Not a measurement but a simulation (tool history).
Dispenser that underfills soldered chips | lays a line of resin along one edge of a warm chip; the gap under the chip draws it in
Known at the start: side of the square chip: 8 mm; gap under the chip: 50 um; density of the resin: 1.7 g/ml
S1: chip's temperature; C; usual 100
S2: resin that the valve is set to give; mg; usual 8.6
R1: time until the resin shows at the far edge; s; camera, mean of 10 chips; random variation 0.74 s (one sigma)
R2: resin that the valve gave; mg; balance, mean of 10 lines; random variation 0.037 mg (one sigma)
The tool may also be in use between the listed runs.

run	hour	S1	S2	R1	R2
1	0	100	8.6	77.9	8.41
# hour 8.1: new syringe of resin
2	8.1	112	8.6	41.5	8.46
3	13.4	112	8.6	48.4	8.5
4	20	100	9.36	91.1	9.25
# hour 21.5: new syringe of resin
5	24.5	100	9.36	74.6	9.17
6	28.1	100	8.6	82.2	8.43
# hour 34.5: new syringe of resin
7	36.1	100	8.6	73.8	8.38
8	39.7	100	8.6	79.3	8.37
9	43.6	100	8.6	89.5	8.41
10	47	107	8.6	71.4	8.32
# hour 47.9: new syringe of resin
11	51.9	102	8.6	71.8	8.33
12	59.3	100	10.71	90.5	10.32
# hour 61: new syringe of resin
13	63.8	100	10.71	73.2	10.28
14	68.8	103	9.67	73.8	9.27
# hour 74.6: new syringe of resin
15	76	110	7.89	48.7	7.51
16	80.7	103	7.61	74.1	7.32
17	84.6	103	7.61	82	7.26
# hour 88.2: new syringe of resin
18	89.1	103	9.55	64.1	9.13
# hour 94: dispensing valve cleaned and set on the balance
19	95.2	113	8.99	48.3	8.98
20	99.3	113	8.99	52.9	8.91
# hour 102.6: new syringe of resin
21	106	113	9.46	44.8	9.44
22	111.1	110	10.87	56.9	10.79
# hour 116: new syringe of resin
23	117	110	10.87	46.7	10.73

5 ways to go on from here, each from the tool as it stands after run 23. What would each give?
A	121.4	112	9.54	?	?
B	121.4	110	10.49	?	?
C	121.4	100	7.78	?	?
D	121.4	91	10.87	?	?
E	121.4	88	7.48	?	?

run	R1	R2
A	47.9	9.44
B	51.7	10.38
C	81.5	7.68
D	117.2	10.79
E	136.3	7.4
Without the tool's hidden state the same runs would have given:
run	R1	R2
A	40.7	9.54
B	44	10.49
C	69.1	7.76
D	99.3	10.9
E	115.1	7.48
